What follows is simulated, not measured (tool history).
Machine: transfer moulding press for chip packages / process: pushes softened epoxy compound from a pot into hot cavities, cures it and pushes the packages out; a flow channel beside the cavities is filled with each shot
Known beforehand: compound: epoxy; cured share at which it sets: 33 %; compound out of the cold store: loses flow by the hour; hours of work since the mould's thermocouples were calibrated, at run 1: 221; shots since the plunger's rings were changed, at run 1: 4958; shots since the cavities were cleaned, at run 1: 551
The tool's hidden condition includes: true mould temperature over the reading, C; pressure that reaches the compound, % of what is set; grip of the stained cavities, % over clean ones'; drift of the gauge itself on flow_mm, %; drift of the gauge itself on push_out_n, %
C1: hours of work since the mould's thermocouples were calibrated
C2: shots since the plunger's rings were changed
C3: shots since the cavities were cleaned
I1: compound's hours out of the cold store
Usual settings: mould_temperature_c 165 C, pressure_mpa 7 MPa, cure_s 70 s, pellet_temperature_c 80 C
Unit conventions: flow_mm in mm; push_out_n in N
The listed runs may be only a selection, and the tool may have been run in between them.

Run 1, hour 0: usual settings; C1 221; C2 4958; C3 551; I1 19.3. Result: flow_mm 808 mm, push_out_n 564 N.
At hour 20.1: cavities cleaned with cleaning compound and waxed.
Run 2, hour 45: usual settings but pellet_temperature_c 79 C; C1 249; C2 5580; C3 356; I1 35.3. Result: flow_mm 785 mm, push_out_n 533 N.
At hour 79.3: cavities cleaned with cleaning compound and waxed.
Run 3, hour 110.9: usual settings; C1 290; C2 6500; C3 452; I1 34.7. Result: flow_mm 779 mm, push_out_n 525 N.
At hour 124.8: plunger's sealing rings changed.
At hour 140.2: cavities cleaned with cleaning compound and waxed.
Run 4, hour 186.6: usual settings; C1 336; C2 861; C3 663; I1 36.1. Result: flow_mm 780 mm, push_out_n 521 N.
At hour 197: cavities cleaned with cleaning compound and waxed.
Run 5, hour 250.3: usual settings; C1 375; C2 1751; C3 762; I1 47.4. Result: flow_mm 772 mm, push_out_n 540 N.
At hour 255: cavities cleaned with cleaning compound and waxed.
At hour 310.5: cavities cleaned with cleaning compound and waxed.
Run 6, hour 323.8: usual settings; C1 420; C2 2759; C3 191; I1 42.7. Result: flow_mm 774 mm, push_out_n 534 N.
At hour 366.1: cavities cleaned with cleaning compound and waxed.
Run 7, hour 390.6: usual settings; C1 462; C2 3691; C3 349; I1 46.4. Result: flow_mm 753 mm, push_out_n 550 N.
At hour 424.3: cavities cleaned with cleaning compound and waxed.
Run 8, hour 448.6: usual settings but mould_temperature_c 159 C, pressure_mpa 7.05 MPa, pellet_temperature_c 90 C; C1 498; C2 4499; C3 347; I1 43.8. Result: flow_mm 779 mm, push_out_n 717 N.
At hour 479.8: cavities cleaned with cleaning compound and waxed.
Run 9, hour 479.8: usual settings but cure_s 83 s, pellet_temperature_c 75 C; C1 517; C2 4924; C3 0; I1 28.8. Result: flow_mm 791 mm, push_out_n 448 N.
At hour 539.5: cavities cleaned with cleaning compound and waxed.
Run 10, hour 541.3: usual settings but cure_s 59 s, pellet_temperature_c 71 C; C1 555; C2 5782; C3 26; I1 37.2. Result: flow_mm 779 mm, push_out_n 808 N.
Run 11, hour 579.8: usual settings but cure_s 59 s, pellet_temperature_c 81 C; C1 580; C2 6332; C3 576; I1 31.4. Result: flow_mm 787 mm, push_out_n 809 N.
At hour 598.9: cavities cleaned with cleaning compound and waxed.
At hour 608: plunger's sealing rings changed.
Run 12, hour 641.5: usual settings but pellet_temperature_c 77 C; C1 617; C2 479; C3 574; I1 9.9. Result: flow_mm 847 mm, push_out_n 561 N.

What if the next run were any one of these 5? Each begins from the tool's condition after run 12:
At hour 658.5: cavities cleaned with cleaning compound and waxed.
Run A, hour 711: usual settings but mould_temperature_c 160 C, pellet_temperature_c 77 C; C1 660; C2 1451; C3 751; I1 37.5. Result: flow_mm ?, push_out_n ?.
At hour 658.5: cavities cleaned with cleaning compound and waxed.
Run B, hour 711: usual settings but cure_s 54 s, pellet_temperature_c 74 C; C1 660; C2 1451; C3 751; I1 21.5. Result: flow_mm ?, push_out_n ?.
At hour 658.5: cavities cleaned with cleaning compound and waxed.
Run C, hour 711: usual settings but mould_temperature_c 164 C, pellet_temperature_c 77 C; C1 660; C2 1451; C3 751; I1 13.4. Result: flow_mm ?, push_out_n ?.
At hour 658.5: cavities cleaned with cleaning compound and waxed.
Run D, hour 711: usual settings but mould_temperature_c 164 C, cure_s 78 s, pellet_temperature_c 73 C; C1 660; C2 1451; C3 751; I1 28.8. Result: flow_mm ?, push_out_n ?.
At hour 658.5: cavities cleaned with cleaning compound and waxed.
Run E, hour 711: usual settings but pellet_temperature_c 90 C; C1 660; C2 1451; C3 751; I1 18.1. Result: flow_mm ?, push_out_n ?.

run  flow_mm  push_out_n
  A      792         734
  B      814        1112
  C      833         592
  D      800         473
  E      814         528
Had the tool no hidden state, the same runs would have come out as:
run  flow_mm  push_out_n
  A      793         722
  B      814        1093
  C      833         582
  D      800         465
  E      815         519
